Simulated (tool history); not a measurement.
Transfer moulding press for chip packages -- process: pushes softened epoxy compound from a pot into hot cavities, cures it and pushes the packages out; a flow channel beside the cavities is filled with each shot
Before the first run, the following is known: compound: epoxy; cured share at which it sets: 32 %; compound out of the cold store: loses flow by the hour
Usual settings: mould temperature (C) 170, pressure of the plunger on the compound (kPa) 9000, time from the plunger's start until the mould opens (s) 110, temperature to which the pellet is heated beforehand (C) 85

run	day	mould temperature (C)	pressure of the plunger on the compound (kPa)	time from the plunger's start until the mould opens (s)	temperature to which the pellet is heated beforehand (C)	incoming compound's hours out of the cold store	length that the compound runs in the flow channel (mm)	greatest force on the pins that push the packages out (N)
1	0.000	170	9000	110	85	12.2	563.7	538
# day 1.062: cavities cleaned with cleaning compound and waxed
# day 3.108: cavities cleaned with cleaning compound and waxed
2	3.883	163	9000	110	85	20.4	542.9	690
# day 5.179: cavities cleaned with cleaning compound and waxed
3	5.754	163	9000	120	85	41.1	487.6	553
# day 7.200: cavities cleaned with cleaning compound and waxed
4	7.933	163	9000	120	85	31.0	512.8	588
# day 9.071: cavities cleaned with cleaning compound and waxed
# day 9.742: plunger's sealing rings changed
# day 11.188: cavities cleaned with cleaning compound and waxed
5	11.725	170	9000	110	76	31.3	515.0	449
# day 13.125: cavities cleaned with cleaning compound and waxed
# day 15.033: cavities cleaned with cleaning compound and waxed
6	15.704	170	9000	110	76	24.4	528.4	498
# day 16.092: mould's thermocouples calibrated
# day 17.150: cavities cleaned with cleaning compound and waxed
7	18.512	170	9000	110	76	25.3	525.1	556
# day 19.146: cavities cleaned with cleaning compound and waxed
8	20.546	170	9000	110	76	44.5	475.8	563
# day 21.104: cavities cleaned with cleaning compound and waxed
# day 23.067: cavities cleaned with cleaning compound and waxed
9	23.088	176	9000	116	85	13.7	544.3	359
# day 25.083: cavities cleaned with cleaning compound and waxed
10	25.858	176	9000	116	85	13.2	544.9	440
# day 26.329: plunger's sealing rings changed
# day 27.154: mould's thermocouples calibrated, once more
# day 27.217: cavities cleaned with cleaning compound and waxed
11	28.875	168	8760	116	86	28.9	517.4	595
# day 29.275: cavities cleaned with cleaning compound and waxed
# day 31.242: cavities cleaned with cleaning compound and waxed
12	32.658	168	8070	148	86	22.5	509.9	514

What does the tool deliver on the next run?
# day 33.100: cavities cleaned with cleaning compound and waxed
# day 35.004: cavities cleaned with cleaning compound and waxed
13	35.529	167	9000	126	93	22.0	?	?

Run 13 gave length that the compound runs in the flow channel (mm) 534.8, greatest force on the pins that push the packages out (N) 478.
Minus the tool's unlogged condition, the same run would have read length that the compound runs in the flow channel (mm) 543.2, greatest force on the pins that push the packages out (N) 383.
